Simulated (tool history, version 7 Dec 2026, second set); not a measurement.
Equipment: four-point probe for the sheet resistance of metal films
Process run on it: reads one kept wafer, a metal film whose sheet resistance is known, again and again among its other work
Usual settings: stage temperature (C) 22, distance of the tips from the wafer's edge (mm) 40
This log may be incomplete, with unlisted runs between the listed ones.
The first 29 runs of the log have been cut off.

run    hour  stage temperature (C)  distance of the tips from the wafer's edge (mm)  sheet resistance as the instrument gives it (ohm/square)
 30   781.1                     23                                               69                                                  0.388588
 31   820.3                     23                                               69                                                  0.388564
 32   852.1                     32                                               41                                                  0.387435
      875.2  -- stage's thermometer calibrated, once more
 33   880.2                     18                                               40                                                  0.389510
 34   913.9                     28                                               33                                                  0.388279
 35   929.8                     28                                               33                                                  0.388172
 36   956.8                     28                                                6                                                  0.389509
 37   990.6                     24                                                3                                                  0.394436
 38  1019.3                     24                                                3                                                  0.394332
 39  1043.1                     35                                               40                                                  0.387190
 40  1076.5                     19                                               40                                                  0.389210
 41  1101.3                     19                                               40                                                  0.389189
 42  1136.9                     34                                               29                                                  0.387268
 43  1167.2                     34                                                5                                                  0.389278
 44  1200.6                     34                                                5                                                  0.389383
 45  1217.8                     28                                               62                                                  0.388043

4 ways to go on from here, each from the tool as it stands after run 45. What would each give?
  A  1248.8                     18                                                6                                                         ?
  B  1248.8                     31                                                4                                                         ?
  C  1248.8                     25                                                4                                                         ?
  D  1248.8                     29                                               10                                                         ?

run  sheet resistance as the instrument gives it (ohm/square)
  A                                                  0.390609
  B                                                  0.390886
  C                                                  0.391610
  D                                                  0.388324
With the hidden condition removed and each run's random variation left untouched, the same runs would have given:
run  sheet resistance as the instrument gives it (ohm/square)
  A                                                  0.391882
  B                                                  0.392155
  C                                                  0.392883
  D                                                  0.389586
